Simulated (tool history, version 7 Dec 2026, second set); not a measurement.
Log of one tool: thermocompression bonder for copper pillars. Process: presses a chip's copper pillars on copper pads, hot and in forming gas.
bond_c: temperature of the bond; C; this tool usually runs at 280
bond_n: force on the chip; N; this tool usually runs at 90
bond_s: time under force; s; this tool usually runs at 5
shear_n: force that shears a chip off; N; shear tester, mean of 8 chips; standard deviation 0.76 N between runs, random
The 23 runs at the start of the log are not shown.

{"run": 24, "hour": 218.5, "bond_c": 309, "bond_n": 90, "bond_s": 5, "shear_n": 83.8}
{"run": 25, "hour": 231.5, "bond_c": 309, "bond_n": 90, "bond_s": 5, "shear_n": 83.7}
{"run": 26, "hour": 237.9, "bond_c": 264, "bond_n": 90, "bond_s": 7, "shear_n": 61.3}
{"hour": 241.7, "done": "forming gas filter changed"}
{"run": 27, "hour": 250.0, "bond_c": 280, "bond_n": 90, "bond_s": 6, "shear_n": 68.7}
{"run": 28, "hour": 259.1, "bond_c": 256, "bond_n": 90, "bond_s": 8, "shear_n": 57.7}
{"run": 29, "hour": 266.3, "bond_c": 256, "bond_n": 90, "bond_s": 8, "shear_n": 58}
{"run": 30, "hour": 278.4, "bond_c": 291, "bond_n": 59, "bond_s": 3, "shear_n": 42.4}
{"run": 31, "hour": 288.1, "bond_c": 255, "bond_n": 59, "bond_s": 6, "shear_n": 33.3}
{"run": 32, "hour": 299.0, "bond_c": 255, "bond_n": 59, "bond_s": 6, "shear_n": 32.6}
{"run": 33, "hour": 309.9, "bond_c": 275, "bond_n": 65, "bond_s": 7, "shear_n": 53.2}
{"run": 34, "hour": 318.8, "bond_c": 280, "bond_n": 82, "bond_s": 11, "shear_n": 76.6}
{"run": 35, "hour": 329.6, "bond_c": 284, "bond_n": 96, "bond_s": 5, "shear_n": 71.9}
{"run": 36, "hour": 342.9, "bond_c": 296, "bond_n": 61, "bond_s": 6, "shear_n": 58.5}
{"run": 37, "hour": 354.4, "bond_c": 296, "bond_n": 61, "bond_s": 6, "shear_n": 58.4}
{"run": 38, "hour": 365.3, "bond_c": 296, "bond_n": 61, "bond_s": 6, "shear_n": 59.1}
{"run": 39, "hour": 374.6, "bond_c": 296, "bond_n": 61, "bond_s": 6, "shear_n": 59.4}
{"run": 40, "hour": 382.4, "bond_c": 299, "bond_n": 90, "bond_s": 6, "shear_n": 82.1}

Alternative continuations, all from the tool just after run 40; predict every row:
{"run": "A", "hour": 395.1, "bond_c": 258, "bond_n": 99, "bond_s": 13, "shear_n": "?"}
{"run": "B", "hour": 395.1, "bond_c": 299, "bond_n": 131, "bond_s": 6, "shear_n": "?"}
{"run": "C", "hour": 395.1, "bond_c": 267, "bond_n": 90, "bond_s": 6, "shear_n": "?"}

run=A shear_n=74.3
run=B shear_n=94.6
run=C shear_n=61.1
With no hidden state in the tool, these same runs would have given:
run=A shear_n=74.3
run=B shear_n=94.7
run=C shear_n=61.2

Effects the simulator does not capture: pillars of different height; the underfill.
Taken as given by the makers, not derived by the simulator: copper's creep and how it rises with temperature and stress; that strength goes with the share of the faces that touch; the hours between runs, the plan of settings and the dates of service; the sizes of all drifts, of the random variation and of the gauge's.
